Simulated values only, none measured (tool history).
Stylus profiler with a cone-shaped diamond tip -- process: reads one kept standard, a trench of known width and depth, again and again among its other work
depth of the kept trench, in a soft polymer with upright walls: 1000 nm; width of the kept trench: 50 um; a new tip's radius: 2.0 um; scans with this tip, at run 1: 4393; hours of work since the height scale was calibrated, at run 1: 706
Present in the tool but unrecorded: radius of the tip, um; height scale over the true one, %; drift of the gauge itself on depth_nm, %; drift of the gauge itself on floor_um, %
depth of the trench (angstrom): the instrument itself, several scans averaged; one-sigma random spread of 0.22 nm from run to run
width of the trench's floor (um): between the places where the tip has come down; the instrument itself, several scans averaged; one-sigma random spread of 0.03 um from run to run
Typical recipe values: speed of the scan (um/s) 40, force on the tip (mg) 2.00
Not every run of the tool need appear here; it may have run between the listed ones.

run	hour	speed of the scan (um/s)	force on the tip (mg)	scans with this tip	hours of work since the height scale was calibrated	depth of the trench (angstrom)	width of the trench's floor (um)
1	0.0	40	2.00	4393	706	10095.2	45.92
2	96.7	40	3.23	4686	753	10123.2	45.97
3	193.4	40	3.99	4978	800	10146.0	45.89
4	273.6	11	2.00	5221	839	10097.2	46.00
5	385.1	40	2.00	5558	893	10098.7	45.82
6	459.9	13	2.00	5785	929	10102.0	46.00
7	543.5	40	4.79	6038	970	10158.6	45.83
8	656.3	40	4.79	6379	1025	10162.9	45.79
9	719.0	40	4.79	6568	1055	10162.1	45.82
10	765.4	40	4.79	6709	1078	10167.7	45.80
11	836.5	40	2.00	6924	1113	10107.0	45.70
12	886.7	40	2.00	7076	1137	10107.7	45.76
13	963.3	40	2.00	7308	1174	10106.8	45.67
14	1059.1	40	2.00	7597	1221	10106.0	45.65
15	1163.6	40	2.00	7914	1272	10110.5	45.64
16	1212.3	40	2.00	8061	1295	10111.3	45.63
17	1323.0	40	2.00	8396	1349	10114.5	45.62
18	1377.8	40	2.00	8562	1376	10112.5	45.60
19	1432.2	40	2.00	8726	1402	10112.8	45.56
20	1517.0	40	2.00	8983	1443	10116.9	45.54
21	1565.7	40	2.00	9130	1467	10114.3	45.52
22	1656.4	40	2.00	9405	1511	10119.9	45.58
23	1763.0	61	2.13	9727	1563	10117.6	45.46

Run 24 comes next. What will it give?
# hour 1776.9: height scale calibrated on a step standard
24	1865.7	61	2.13	10036	43	?	?

Run 24 came out at depth of the trench (angstrom) 10131.3, width of the trench's floor (um) 45.39.
Had the tool carried no hidden state, the very same run would have given depth of the trench (angstrom) 10077.1, width of the trench's floor (um) 46.24.
